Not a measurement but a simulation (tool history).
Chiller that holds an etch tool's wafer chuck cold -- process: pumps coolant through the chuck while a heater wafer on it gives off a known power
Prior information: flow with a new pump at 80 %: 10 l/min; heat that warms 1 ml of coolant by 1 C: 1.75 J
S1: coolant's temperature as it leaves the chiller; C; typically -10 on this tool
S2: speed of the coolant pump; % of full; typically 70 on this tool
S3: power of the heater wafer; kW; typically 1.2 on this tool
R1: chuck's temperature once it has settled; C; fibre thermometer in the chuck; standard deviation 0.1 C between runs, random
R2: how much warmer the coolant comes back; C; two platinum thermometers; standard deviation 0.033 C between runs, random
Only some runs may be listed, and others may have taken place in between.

run 1 hour=0 | S1=-10 S2=70 S3=1.2 | R1=1.9 R2=4.72
run 2 hour=80.6 | S1=-10 S2=70 S3=1.2 | R1=2.1 R2=4.74
run 3 hour=154.3 | S1=-10 S2=70 S3=1.2 | R1=2 R2=4.71
run 4 hour=201 | S1=-10 S2=70 S3=1.2 | R1=2 R2=4.72
run 5 hour=256.1 | S1=-10 S2=70 S3=1.2 | R1=2 R2=4.73
run 6 hour=356.1 | S1=-10 S2=70 S3=0.631 | R1=-3.8 R2=2.51
run 7 hour=410.8 | S1=-10 S2=79 S3=0.631 | R1=-4.2 R2=2.17
run 8 hour=501.2 | S1=-10 S2=64 S3=1.2 | R1=2.9 R2=5.24
run 9 hour=610 | S1=-10 S2=64 S3=1.2 | R1=3 R2=5.2
run 10 hour=700.7 | S1=-10 S2=64 S3=1.2 | R1=2.9 R2=5.23
run 11 hour=788.4 | S1=-10 S2=70 S3=1.2 | R1=2 R2=4.78
run 12 hour=891.3 | S1=-10 S2=70 S3=1.679 | R1=6.8 R2=6.68
run 13 hour=987.6 | S1=-10 S2=70 S3=1.679 | R1=6.8 R2=6.73
run 14 hour=1066.8 | S1=-19 S2=90 S3=1.2 | R1=-9.3 R2=3.61
run 15 hour=1149.1 | S1=0 S2=94 S3=1.052 | R1=8.2 R2=3.05
run 16 hour=1205.5 | S1=0 S2=94 S3=1.052 | R1=8.1 R2=3.04
-- hour=1271.7 coolant changed, channels flushed
run 17 hour=1277.8 | S1=0 S2=94 S3=1.052 | R1=8.1 R2=3
run 18 hour=1338.1 | S1=-6 S2=89 S3=1.2 | R1=3.7 R2=3.68
run 19 hour=1412.2 | S1=-20 S2=89 S3=1.339 | R1=-9.2 R2=4.1
run 20 hour=1488 | S1=-20 S2=84 S3=1.2 | R1=-9.7 R2=3.92
run 21 hour=1566.1 | S1=-20 S2=84 S3=1.2 | R1=-9.8 R2=3.87
run 22 hour=1653.9 | S1=-20 S2=84 S3=1.2 | R1=-9.8 R2=3.91
run 23 hour=1730 | S1=-6 S2=84 S3=0.759 | R1=0.6 R2=2.44

Expected results for the next run?
run 24 hour=1789.9 | S1=-10 S2=87 S3=0.633 | R1=? R2=?

{"run 24": {"R1": -4.6, "R2": 1.97}}
Without the tool's hidden state the same run would have given R1 -4.6 C, R2 1.97 C.
